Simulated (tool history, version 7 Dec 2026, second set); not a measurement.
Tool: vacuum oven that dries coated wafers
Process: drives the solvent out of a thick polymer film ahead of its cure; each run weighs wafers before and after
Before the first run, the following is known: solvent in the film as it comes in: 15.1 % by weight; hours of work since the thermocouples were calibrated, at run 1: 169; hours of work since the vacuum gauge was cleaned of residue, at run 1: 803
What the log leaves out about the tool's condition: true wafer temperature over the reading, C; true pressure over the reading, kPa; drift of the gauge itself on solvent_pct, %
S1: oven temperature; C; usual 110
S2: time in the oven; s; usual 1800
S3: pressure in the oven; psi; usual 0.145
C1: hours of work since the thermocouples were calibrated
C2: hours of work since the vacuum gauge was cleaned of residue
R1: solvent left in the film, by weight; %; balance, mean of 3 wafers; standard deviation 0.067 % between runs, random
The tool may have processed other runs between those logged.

{"run": 1, "day": 0.0, "S1": 110, "S2": 1800, "S3": 0.145, "C1": 169, "C2": 803, "R1": 4.35}
{"run": 2, "day": 1.35, "S1": 110, "S2": 1800, "S3": 0.145, "C1": 187, "C2": 821, "R1": 4.45}
{"run": 3, "day": 2.321, "S1": 110, "S2": 1800, "S3": 0.145, "C1": 200, "C2": 834, "R1": 4.46}
{"run": 4, "day": 4.212, "S1": 110, "S2": 1800, "S3": 0.145, "C1": 226, "C2": 859, "R1": 4.5}
{"run": 5, "day": 5.1, "S1": 110, "S2": 1800, "S3": 0.145, "C1": 238, "C2": 871, "R1": 4.45}
{"run": 6, "day": 6.708, "S1": 110, "S2": 1800, "S3": 0.145, "C1": 259, "C2": 893, "R1": 4.4}
{"run": 7, "day": 7.667, "S1": 110, "S2": 1800, "S3": 0.145, "C1": 272, "C2": 905, "R1": 4.54}
{"run": 8, "day": 9.162, "S1": 110, "S2": 2460, "S3": 0.097, "C1": 292, "C2": 926, "R1": 2.9}
{"run": 9, "day": 10.858, "S1": 97, "S2": 1620, "S3": 0.123, "C1": 315, "C2": 948, "R1": 6.97}
{"run": 10, "day": 12.025, "S1": 121, "S2": 1560, "S3": 0.113, "C1": 330, "C2": 964, "R1": 2.99}
{"run": 11, "day": 13.858, "S1": 121, "S2": 2040, "S3": 0.19, "C1": 355, "C2": 989, "R1": 2.65}
{"run": 12, "day": 15.471, "S1": 103, "S2": 1860, "S3": 0.122, "C1": 377, "C2": 1010, "R1": 5.48}

Alternative continuations, all from the tool just after run 12; predict every row:
{"run": "A", "day": 16.708, "S1": 124, "S2": 1860, "S3": 0.21, "C1": 393, "C2": 1027, "R1": "?"}
{"run": "B", "day": 16.708, "S1": 110, "S2": 1380, "S3": 0.365, "C1": 393, "C2": 1027, "R1": "?"}
{"run": "C", "day": 16.708, "S1": 119, "S2": 1860, "S3": 0.122, "C1": 393, "C2": 1027, "R1": "?"}
{"run": "D", "day": 16.708, "S1": 99, "S2": 1800, "S3": 0.078, "C1": 393, "C2": 1027, "R1": "?"}
{"run": "E", "day": 16.708, "S1": 103, "S2": 2760, "S3": 0.468, "C1": 393, "C2": 1027, "R1": "?"}

run=A R1=2.56
run=B R1=7.03
run=C R1=2.73
run=D R1=5.94
run=E R1=7.56
With no hidden state in the tool, these same runs would have given:
run=A R1=2.55
run=B R1=7.02
run=C R1=2.71
run=D R1=5.92
run=E R1=7.55
